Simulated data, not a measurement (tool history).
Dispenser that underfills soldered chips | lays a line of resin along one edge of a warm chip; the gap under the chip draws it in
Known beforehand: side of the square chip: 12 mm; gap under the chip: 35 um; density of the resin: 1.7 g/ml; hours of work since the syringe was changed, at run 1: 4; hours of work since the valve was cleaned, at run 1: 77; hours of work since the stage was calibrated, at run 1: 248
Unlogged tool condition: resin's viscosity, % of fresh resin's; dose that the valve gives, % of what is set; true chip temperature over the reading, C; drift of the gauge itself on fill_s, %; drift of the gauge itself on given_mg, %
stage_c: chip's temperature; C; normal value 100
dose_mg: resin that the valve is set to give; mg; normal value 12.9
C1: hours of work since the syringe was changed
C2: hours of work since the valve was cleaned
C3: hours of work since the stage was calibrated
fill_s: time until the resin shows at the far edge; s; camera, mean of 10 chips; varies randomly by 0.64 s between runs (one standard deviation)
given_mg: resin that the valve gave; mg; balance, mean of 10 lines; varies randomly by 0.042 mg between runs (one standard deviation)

Run 1, hour 0.0: usual settings; C1 4; C2 77; C3 248. Result: fill_s 67.1 s, given_mg 12.13 mg.
Run 2, hour 5.6: usual settings but dose_mg 13.6 mg; C1 8; C2 82; C3 252. Result: fill_s 82.6 s, given_mg 12.75 mg.
At hour 10.3: new syringe of resin.
Run 3, hour 10.5: usual settings but dose_mg 13.6 mg; C1 0; C2 85; C3 255. Result: fill_s 59.0 s, given_mg 12.70 mg.
Run 4, hour 15.7: usual settings but dose_mg 13.6 mg; C1 4; C2 89; C3 259. Result: fill_s 70.8 s, given_mg 12.61 mg.
Run 5, hour 19.4: usual settings but dose_mg 13.6 mg; C1 7; C2 92; C3 262. Result: fill_s 82.0 s, given_mg 12.62 mg.
At hour 22.2: dispensing valve cleaned and set on the balance.
At hour 26.2: new syringe of resin.
Run 6, hour 26.8: usual settings but stage_c 94 C, dose_mg 13.6 mg; C1 0; C2 3; C3 267. Result: fill_s 73.6 s, given_mg 13.55 mg.
Run 7, hour 31.4: usual settings but stage_c 94 C, dose_mg 13.6 mg; C1 4; C2 7; C3 270. Result: fill_s 84.2 s, given_mg 13.49 mg.
Run 8, hour 36.6: usual settings; C1 8; C2 11; C3 274. Result: fill_s 84.0 s, given_mg 12.80 mg.
At hour 41.1: new syringe of resin.
Run 9, hour 41.4: usual settings; C1 0; C2 14; C3 278. Result: fill_s 59.4 s, given_mg 12.75 mg.
Run 10, hour 46.6: usual settings; C1 4; C2 18; C3 282. Result: fill_s 70.3 s, given_mg 12.71 mg.
Run 11, hour 50.7: usual settings; C1 7; C2 21; C3 285. Result: fill_s 81.3 s, given_mg 12.70 mg.
At hour 55.7: new syringe of resin.
Run 12, hour 56.2: usual settings; C1 0; C2 25; C3 289. Result: fill_s 60.1 s, given_mg 12.69 mg.
Run 13, hour 64.8: usual settings; C1 7; C2 32; C3 296. Result: fill_s 80.5 s, given_mg 12.58 mg.
At hour 70.7: new syringe of resin.
Run 14, hour 72.1: usual settings; C1 1; C2 37; C3 301. Result: fill_s 61.6 s, given_mg 12.52 mg.
Run 15, hour 77.3: usual settings but dose_mg 11.3 mg; C1 5; C2 41; C3 305. Result: fill_s 75.5 s, given_mg 10.91 mg.
Run 16, hour 83.3: usual settings but dose_mg 11.3 mg; C1 10; C2 46; C3 310. Result: fill_s 94.0 s, given_mg 10.89 mg.
At hour 85.7: new syringe of resin.
Run 17, hour 89.8: usual settings but dose_mg 15.3 mg; C1 3; C2 51; C3 314. Result: fill_s 67.6 s, given_mg 14.67 mg.
Run 18, hour 94.6: usual settings but stage_c 111 C, dose_mg 13.7 mg; C1 7; C2 54; C3 318. Result: fill_s 57.4 s, given_mg 13.13 mg.
At hour 100.5: new syringe of resin.
Run 19, hour 102.0: usual settings but stage_c 97 C, dose_mg 13.2 mg; C1 1; C2 60; C3 324. Result: fill_s 69.0 s, given_mg 12.57 mg.
Run 20, hour 107.3: usual settings but dose_mg 16.4 mg; C1 5; C2 64; C3 328. Result: fill_s 72.7 s, given_mg 15.54 mg.
Run 21, hour 114.1: usual settings but dose_mg 14.4 mg; C1 10; C2 69; C3 333. Result: fill_s 93.6 s, given_mg 13.58 mg.
At hour 115.2: new syringe of resin.
Run 22, hour 121.7: usual settings but dose_mg 14.4 mg; C1 5; C2 75; C3 339. Result: fill_s 74.6 s, given_mg 13.49 mg.
Run 23, hour 128.5: usual settings but stage_c 111 C, dose_mg 11.2 mg; C1 10; C2 80; C3 344. Result: fill_s 70.3 s, given_mg 10.50 mg.
At hour 129.8: new syringe of resin.
Run 24, hour 136.7: usual settings but stage_c 111 C, dose_mg 11.2 mg; C1 5; C2 86; C3 350. Result: fill_s 56.0 s, given_mg 10.50 mg.
At hour 144.9: new syringe of resin.
Run 25, hour 145.3: usual settings but stage_c 109 C, dose_mg 13.0 mg; C1 0; C2 93; C3 356. Result: fill_s 46.7 s, given_mg 11.94 mg.
At hour 147.7: dispensing valve cleaned and set on the balance.
Run 26, hour 152.5: usual settings but stage_c 88 C, dose_mg 12.6 mg; C1 5; C2 4; C3 361. Result: fill_s 108.8 s, given_mg 12.59 mg.
Run 27, hour 157.1: usual settings but dose_mg 13.4 mg; C1 9; C2 7; C3 364. Result: fill_s 87.7 s, given_mg 13.31 mg.
At hour 161.0: new syringe of resin.
Run 28, hour 162.4: usual settings but stage_c 113 C, dose_mg 14.0 mg; C1 1; C2 11; C3 368. Result: fill_s 42.7 s, given_mg 13.89 mg.
Run 29, hour 170.0: usual settings but stage_c 112 C, dose_mg 15.1 mg; C1 7; C2 17; C3 374. Result: fill_s 55.3 s, given_mg 14.89 mg.
At hour 175.7: new syringe of resin.
Run 30, hour 176.3: usual settings but stage_c 112 C, dose_mg 15.1 mg; C1 0; C2 22; C3 379. Result: fill_s 43.5 s, given_mg 14.85 mg.
Run 31, hour 184.5: usual settings but stage_c 112 C, dose_mg 15.1 mg; C1 7; C2 28; C3 385. Result: fill_s 53.9 s, given_mg 14.75 mg.
At hour 190.7: new syringe of resin.
Run 32, hour 193.0: usual settings but stage_c 93 C; C1 2; C2 34; C3 391. Result: fill_s 80.1 s, given_mg 12.56 mg.

Each row is a separate what-if for the run after 32, all from the same tool condition, not one after another. Results?
Run A, hour 201.3: usual settings but stage_c 113 C, dose_mg 11.6 mg; C1 8; C2 41; C3 398. Result: fill_s ?, given_mg ?.
Run B, hour 201.3: usual settings but stage_c 102 C; C1 8; C2 41; C3 398. Result: fill_s ?, given_mg ?.
Run C, hour 201.3: usual settings but stage_c 95 C; C1 8; C2 41; C3 398. Result: fill_s ?, given_mg ?.
Run D, hour 201.3: usual settings but stage_c 94 C, dose_mg 11.3 mg; C1 8; C2 41; C3 398. Result: fill_s ?, given_mg ?.
Run E, hour 201.3: usual settings but stage_c 109 C, dose_mg 13.6 mg; C1 8; C2 41; C3 398. Result: fill_s ?, given_mg ?.

run  fill_s  given_mg
  A    56.9     11.24
  B    80.8     12.56
  C    99.5     12.57
  D   104.4     10.92
  E    62.9     13.08
Had the tool no hidden state, the same runs would have come out as:
run  fill_s  given_mg
  A    37.9     11.60
  B    54.0     12.97
  C    66.4     12.97
  D    69.3     11.27
  E    42.2     13.51
